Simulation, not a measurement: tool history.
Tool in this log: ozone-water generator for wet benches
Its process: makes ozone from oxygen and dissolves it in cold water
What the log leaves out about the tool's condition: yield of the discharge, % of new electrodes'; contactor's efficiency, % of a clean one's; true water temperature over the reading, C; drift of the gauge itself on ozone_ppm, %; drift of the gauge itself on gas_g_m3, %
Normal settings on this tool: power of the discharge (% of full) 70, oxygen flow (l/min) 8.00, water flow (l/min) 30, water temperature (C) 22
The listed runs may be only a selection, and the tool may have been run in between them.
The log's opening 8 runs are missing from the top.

run	hour	power of the discharge (% of full)	oxygen flow (l/min)	water flow (l/min)	water temperature (C)	hours of work since the electrodes were changed	hours of work since the contactor was cleaned	hours of work since the thermometer was calibrated	dissolved ozone (ppm)	ozone in the gas ahead of the water (g/m3)
# hour 758.6: water thermometer calibrated
9	802.3	70	8.00	30	22	3930	1070	32	12.6	164.0
10	860.0	70	8.00	30	22	3972	1112	74	12.8	165.2
11	975.3	70	5.25	30	22	4055	1196	157	12.9	210.8
12	1093.2	70	5.25	30	22	4141	1281	243	12.9	213.0
13	1224.5	70	8.00	30	25	4236	1376	338	12.4	164.1
14	1292.8	70	8.00	30	25	4286	1426	388	12.3	163.1
15	1416.8	45	8.00	30	22	4376	1516	478	10.0	126.9
16	1530.4	45	8.00	30	22	4458	1598	560	10.0	127.1
17	1662.7	70	8.00	46	22	4554	1694	656	8.6	163.6
18	1728.8	70	8.00	43	22	4602	1742	704	8.7	166.2
19	1801.2	70	12.71	25	24	4655	1795	757	13.2	124.9
20	1918.7	70	12.71	25	24	4740	1880	842	13.4	124.3
21	2011.7	70	10.52	23	22	4808	1948	910	15.2	141.4
22	2139.0	56	11.60	23	16	4900	2040	1002	14.9	117.1
23	2232.9	56	11.60	23	16	4968	2108	1070	14.7	116.3
24	2343.7	56	11.60	23	16	5049	2189	1150	14.7	114.7
25	2414.0	56	11.60	23	16	5100	2240	1202	14.8	114.8
26	2477.3	56	11.60	23	26	5146	2286	1247	12.2	115.1
27	2606.5	56	12.33	23	25	5239	2380	1341	12.3	110.5

Run 28 has not been measured yet. What should we expect?
28	2722.2	47	12.33	23	19	5323	2463	1425	?	?

{"run 28": {"dissolved ozone (ppm)": 12.6, "ozone in the gas ahead of the water (g/m3)": 101.4}}
Had the tool carried no hidden state, the very same run would have given dissolved ozone (ppm) 12.6, ozone in the gas ahead of the water (g/m3) 101.6.
